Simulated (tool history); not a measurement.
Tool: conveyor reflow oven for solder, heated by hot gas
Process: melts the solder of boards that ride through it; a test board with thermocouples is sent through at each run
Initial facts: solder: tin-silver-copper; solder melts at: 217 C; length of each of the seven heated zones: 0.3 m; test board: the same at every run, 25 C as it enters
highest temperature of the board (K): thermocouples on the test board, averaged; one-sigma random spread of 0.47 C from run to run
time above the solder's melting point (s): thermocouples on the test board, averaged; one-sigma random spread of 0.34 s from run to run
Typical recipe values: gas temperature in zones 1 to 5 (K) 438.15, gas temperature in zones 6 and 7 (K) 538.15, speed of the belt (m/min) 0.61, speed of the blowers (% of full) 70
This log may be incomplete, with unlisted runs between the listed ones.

| run | hour | gas temperature in zones 1 to 5 (K) | gas temperature in zones 6 and 7 (K) | speed of the belt (m/min) | speed of the blowers (% of full) | highest temperature of the board (K) | time above the solder's melting point (s) |
|---|---|---|---|---|---|---|---|
| 1 | 0 | 438.15 | 538.15 | 0.61 | 70 | 521.45 | 40.6 |
| 2 | 27.1 | 438.15 | 538.15 | 0.61 | 70 | 521.65 | 40.4 |
| 3 | 88.1 | 438.15 | 538.15 | 0.61 | 70 | 521.25 | 40.8 |
| 4 | 121.5 | 438.15 | 538.15 | 0.61 | 70 | 521.45 | 40.2 |
|  | 142.6 | belt drive overhauled, speed set with a stopwatch |
| 5 | 168.2 | 438.15 | 538.15 | 0.61 | 70 | 519.85 | 39.5 |
| 6 | 212.8 | 438.15 | 538.15 | 0.61 | 70 | 521.45 | 39 |
| 7 | 273.5 | 438.15 | 536.15 | 0.628 | 70 | 518.45 | 35.7 |
| 8 | 317 | 446.15 | 538.15 | 0.61 | 70 | 521.25 | 41.8 |
| 9 | 361.8 | 438.15 | 538.15 | 0.633 | 69 | 519.25 | 35.6 |
| 10 | 420.9 | 438.15 | 538.15 | 0.633 | 69 | 518.45 | 35.5 |
| 11 | 480.4 | 438.15 | 538.15 | 0.662 | 59 | 513.95 | 30.8 |

Here are 5 independent what-if runs from the current tool condition. What would each one return?
| A | 528.1 | 438.15 | 538.15 | 0.499 | 69 | ? | ? |
| B | 528.1 | 452.15 | 550.15 | 0.593 | 70 | ? | ? |
| C | 528.1 | 433.15 | 528.15 | 0.662 | 59 | ? | ? |
| D | 528.1 | 428.15 | 538.15 | 0.61 | 66 | ? | ? |
| E | 528.1 | 438.15 | 547.15 | 0.676 | 53 | ? | ? |

| run | highest temperature of the board (K) | time above the solder's melting point (s) |
|---|---|---|
| A | 525.55 | 52.6 |
| B | 533.15 | 51 |
| C | 505.85 | 22.1 |
| D | 517.55 | 34 |
| E | 518.95 | 33.2 |
Stripped of hidden state, with their random variation kept, the same runs would have yielded:
| run | highest temperature of the board (K) | time above the solder's melting point (s) |
|---|---|---|
| A | 528.45 | 54.5 |
| B | 536.25 | 52.3 |
| C | 509.05 | 25.4 |
| D | 520.95 | 36.5 |
| E | 522.25 | 35.3 |
